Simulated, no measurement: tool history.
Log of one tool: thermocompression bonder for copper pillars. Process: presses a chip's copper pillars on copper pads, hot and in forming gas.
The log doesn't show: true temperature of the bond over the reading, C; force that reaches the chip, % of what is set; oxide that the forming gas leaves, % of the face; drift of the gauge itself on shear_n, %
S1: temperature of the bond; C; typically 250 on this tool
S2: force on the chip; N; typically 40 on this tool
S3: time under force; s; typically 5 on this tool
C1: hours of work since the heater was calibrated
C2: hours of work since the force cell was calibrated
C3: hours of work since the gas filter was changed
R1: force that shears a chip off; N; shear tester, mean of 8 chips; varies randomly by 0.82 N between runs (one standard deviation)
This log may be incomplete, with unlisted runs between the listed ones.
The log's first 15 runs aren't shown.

| run | hour | S1 | S2 | S3 | C1 | C2 | C3 | R1 |
|---|---|---|---|---|---|---|---|---|
| 16 | 188.1 | 264 | 40 | 5 | 407 | 275 | 237 | 71.8 |
| 17 | 196.3 | 264 | 40 | 5 | 413 | 280 | 243 | 71.8 |
| 18 | 209.6 | 264 | 40 | 5 | 421 | 289 | 252 | 71.9 |
| 19 | 219.5 | 248 | 43 | 3 | 428 | 296 | 258 | 46.3 |
| 20 | 232.2 | 250 | 47 | 5 | 436 | 304 | 266 | 60.4 |
|  | 236.2 | forming gas filter changed |
| 21 | 242.9 | 250 | 28 | 5 | 443 | 311 | 4 | 52 |
| 22 | 253.5 | 245 | 42 | 13 | 450 | 318 | 11 | 82.7 |
| 23 | 260.4 | 279 | 25 | 13 | 454 | 322 | 16 | 103.9 |
| 24 | 271.8 | 279 | 25 | 13 | 462 | 330 | 23 | 103.2 |
| 25 | 283.1 | 254 | 40 | 5 | 469 | 337 | 31 | 66.3 |
| 26 | 292.3 | 232 | 26 | 6 | 475 | 343 | 37 | 36.1 |
| 27 | 301 | 232 | 26 | 6 | 481 | 349 | 43 | 34.9 |
| 28 | 315.8 | 232 | 26 | 6 | 491 | 359 | 52 | 36.3 |
| 29 | 323.7 | 229 | 40 | 5 | 496 | 364 | 58 | 39.3 |
| 30 | 334.7 | 274 | 55 | 3 | 503 | 371 | 65 | 86.1 |
| 31 | 344.8 | 226 | 26 | 5 | 510 | 378 | 72 | 27.8 |
| 32 | 360.5 | 235 | 48 | 4 | 520 | 388 | 82 | 45.2 |
| 33 | 369.7 | 237 | 25 | 14 | 526 | 394 | 88 | 53 |
| 34 | 382.7 | 263 | 48 | 5 | 535 | 403 | 96 | 81.8 |
| 35 | 390.7 | 251 | 48 | 6 | 540 | 408 | 102 | 69.3 |

4 options for the next run, each taken on its own from the tool as it stands now. Forecast them:
| A | 404 | 225 | 48 | 6 | 549 | 417 | 110 | ? |
| B | 404 | 236 | 47 | 6 | 549 | 417 | 110 | ? |
| C | 404 | 251 | 41 | 6 | 549 | 417 | 110 | ? |
| D | 404 | 250 | 40 | 6 | 549 | 417 | 110 | ? |

| run | R1 |
|---|---|
| A | 40.4 |
| B | 52.7 |
| C | 63.5 |
| D | 61.8 |
Had the tool no hidden state, the same runs would have come out as:
| run | R1 |
|---|---|
| A | 50.1 |
| B | 63.9 |
| C | 75.7 |
| D | 73.8 |
